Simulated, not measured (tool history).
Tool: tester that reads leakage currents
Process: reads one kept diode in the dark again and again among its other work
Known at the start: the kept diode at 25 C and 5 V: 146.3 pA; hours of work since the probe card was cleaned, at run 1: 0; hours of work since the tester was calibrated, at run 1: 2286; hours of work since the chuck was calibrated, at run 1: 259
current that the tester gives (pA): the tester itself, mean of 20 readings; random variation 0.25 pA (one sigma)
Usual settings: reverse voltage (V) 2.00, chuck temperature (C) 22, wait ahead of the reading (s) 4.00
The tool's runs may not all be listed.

run,hour,reverse voltage (V),chuck temperature (C),wait ahead of the reading (s),hours of work since the probe card was cleaned,hours of work since the tester was calibrated,hours of work since the chuck was calibrated,current that the tester gives (pA)
1,0.0,2.00,22,4.00,0,2286,259,74.66
2,136.8,2.00,22,4.00,61,2348,320,74.08
# hour 229.5: tester calibrated
3,337.1,2.00,22,4.00,150,48,409,73.60
4,601.7,2.00,22,4.00,269,167,528,71.63
5,822.0,2.00,26,4.00,368,266,627,94.92
6,1040.9,2.00,26,4.00,466,364,725,92.87
7,1154.2,2.00,26,4.00,517,415,776,91.42
# hour 1230.7: chuck's temperature calibrated
8,1356.8,2.00,26,4.00,607,505,57,108.53
9,1474.6,2.00,26,4.00,660,558,109,106.68
10,1734.1,2.00,22,4.00,776,674,226,77.06
11,1952.0,2.00,22,4.00,874,772,324,75.77
12,2196.3,2.00,22,4.00,984,881,433,73.87
13,2426.5,6.61,22,4.00,1087,985,536,121.51
14,2690.6,2.00,22,9.49,1205,1103,655,70.31
15,2892.8,2.18,31,5.05,1296,1194,746,138.18
# hour 3029.6: chuck's temperature calibrated
16,3131.8,2.18,57,6.35,1402,1300,46,880.86
# hour 3277.3: probe card cleaned and baked
17,3377.2,2.18,39,2.15,45,1409,155,270.54
18,3612.0,12.24,43,9.32,150,1514,260,707.14
19,3762.2,12.24,43,9.32,218,1582,327,697.20
20,3872.5,16.91,52,9.40,267,1631,377,1413.27
21,4017.6,2.43,23,0.36,332,1696,442,86.48
22,4156.1,2.43,23,0.36,394,1758,504,85.46
23,4290.0,7.44,22,4.00,454,1819,564,123.93
24,4512.5,1.43,30,4.00,554,1918,664,109.19
25,4635.2,2.56,22,0.50,609,1973,719,77.24

5 ways to go on from here, each from the tool as it stands after run 25. What would each give?
# hour 4844.0: chuck's temperature calibrated
A,4854.0,2.00,23,4.00,706,2071,4,?
# hour 4844.0: chuck's temperature calibrated
B,4854.0,13.05,54,0.32,706,2071,4,?
# hour 4844.0: chuck's temperature calibrated
C,4854.0,1.82,36,2.71,706,2071,4,?
# hour 4844.0: chuck's temperature calibrated
D,4854.0,3.21,30,3.56,706,2071,4,?
# hour 4844.0: chuck's temperature calibrated
E,4854.0,10.98,22,0.50,706,2071,4,?

run,current that the tester gives (pA)
A,84.68
B,1509.81
C,206.36
D,171.99
E,167.52
Without the tool's hidden state the same runs would have given:
run,current that the tester gives (pA)
A,86.37
B,1547.77
C,211.98
D,175.78
E,166.52

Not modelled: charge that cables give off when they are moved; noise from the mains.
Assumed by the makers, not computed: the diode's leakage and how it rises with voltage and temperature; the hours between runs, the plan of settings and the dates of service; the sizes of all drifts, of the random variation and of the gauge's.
